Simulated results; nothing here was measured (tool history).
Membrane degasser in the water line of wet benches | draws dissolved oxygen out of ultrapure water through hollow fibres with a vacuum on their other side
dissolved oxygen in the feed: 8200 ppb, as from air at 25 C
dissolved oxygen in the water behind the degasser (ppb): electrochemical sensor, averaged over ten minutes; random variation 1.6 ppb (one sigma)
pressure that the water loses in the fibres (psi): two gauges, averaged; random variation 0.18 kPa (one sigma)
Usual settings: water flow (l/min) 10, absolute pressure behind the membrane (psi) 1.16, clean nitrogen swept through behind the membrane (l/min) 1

run    hour  water flow (l/min)  absolute pressure behind the membrane (psi)  clean nitrogen swept through behind the membrane (l/min)  dissolved oxygen in the water behind the degasser (ppb)  pressure that the water loses in the fibres (psi)
  1       0                  10                                         1.16                                                         1                                                      157                                              5.143
  2   148.5                  10                                         1.16                                                         1                                                    159.7                                               5.12
  3   276.9                  10                                         1.16                                                         1                                                    157.8                                              5.136
  4   427.4                  10                                         1.16                                                         1                                                    160.8                                              5.108
  5   643.8                  10                                         1.16                                                         1                                                      159                                              5.066
  6   826.8                  10                                         1.16                                                         1                                                    160.2                                              5.136
  7  1017.5                  10                                         1.16                                                         1                                                    157.3                                              5.076
  8  1240.2                  10                                         1.16                                                         1                                                    158.5                                              5.107
  9  1462.3                   8                                         1.16                                                         1                                                    120.6                                              4.076
 10  1587.6                   7                                         1.16                                                         1                                                      104                                              3.543
 11    1850                  10                                         1.16                                                      1.17                                                    142.7                                              5.102
 12  2031.1                  10                                        0.734                                                         1                                                       92                                              5.098
 13  2250.1                  10                                         1.16                                                         1                                                    156.9                                              5.057
 14  2484.7                  10                                        1.765                                                         1                                                    253.6                                              5.094
 15  2611.4                  10                                         1.16                                                      0.75                                                      191                                              5.028
 16  2862.4                  10                                         1.16                                                         1                                                    159.1                                              5.039
 17  3017.8                  13                                         1.16                                                         1                                                    220.8                                              6.617
 18  3251.5                   8                                         1.16                                                         1                                                    121.5                                              4.025
 19    3400                  10                                         1.16                                                      0.55                                                    238.7                                              5.044
 20  3637.9                  10                                        2.482                                                      0.73                                                    469.6                                              5.005
 21  3876.4                  13                                        2.535                                                      2.26                                                    272.2                                              6.551
 22  4030.1                  13                                        2.535                                                      2.26                                                    266.3                                              6.506
 23  4190.7                  13                                        2.535                                                      2.26                                                      267                                              6.532
     4259.3  -- seals of the vacuum lines changed
 24    4409                  13                                        2.535                                                      2.26                                                    270.9                                               6.49
 25  4645.2                  13                                        2.535                                                      2.26                                                    268.2                                              6.535
 26  4861.9                   8                                         1.16                                                         1                                                    119.8                                              4.007
 27  5080.4                   9                                        0.741                                                         1                                                       79                                              4.534
 28  5272.8                   9                                        0.741                                                         1                                                     78.3                                              4.492
 29  5387.2                   8                                        2.853                                                      1.95                                                    197.5                                              3.968
 30  5497.7                  13                                         1.23                                                       2.6                                                    140.7                                              6.527
     5596.2  -- membrane cartridge changed
 31  5683.5                  15                                        1.479                                                       0.8                                                    381.3                                              7.467

4 ways to go on from here, each from the tool as it stands after run 31. What would each give?
  A  5929.5                  10                                        0.896                                                         1                                                        ?                                                  ?
  B  5929.5                  10                                        1.052                                                      1.92                                                        ?                                                  ?
  C  5929.5                   7                                        0.975                                                       0.8                                                        ?                                                  ?
  D  5929.5                  16                                        1.479                                                      2.64                                                        ?                                                  ?

run  dissolved oxygen in the water behind the degasser (ppb)  pressure that the water loses in the fibres (psi)
  A                                                    118.7                                              4.989
  B                                                     96.9                                              5.015
  C                                                     96.8                                              3.455
  D                                                    213.5                                              8.002
Without the tool's hidden state the same runs would have given:
run  dissolved oxygen in the water behind the degasser (ppb)  pressure that the water loses in the fibres (psi)
  A                                                    118.6                                              5.108
  B                                                     96.9                                              5.134
  C                                                     96.7                                              3.539
  D                                                    213.5                                              8.193

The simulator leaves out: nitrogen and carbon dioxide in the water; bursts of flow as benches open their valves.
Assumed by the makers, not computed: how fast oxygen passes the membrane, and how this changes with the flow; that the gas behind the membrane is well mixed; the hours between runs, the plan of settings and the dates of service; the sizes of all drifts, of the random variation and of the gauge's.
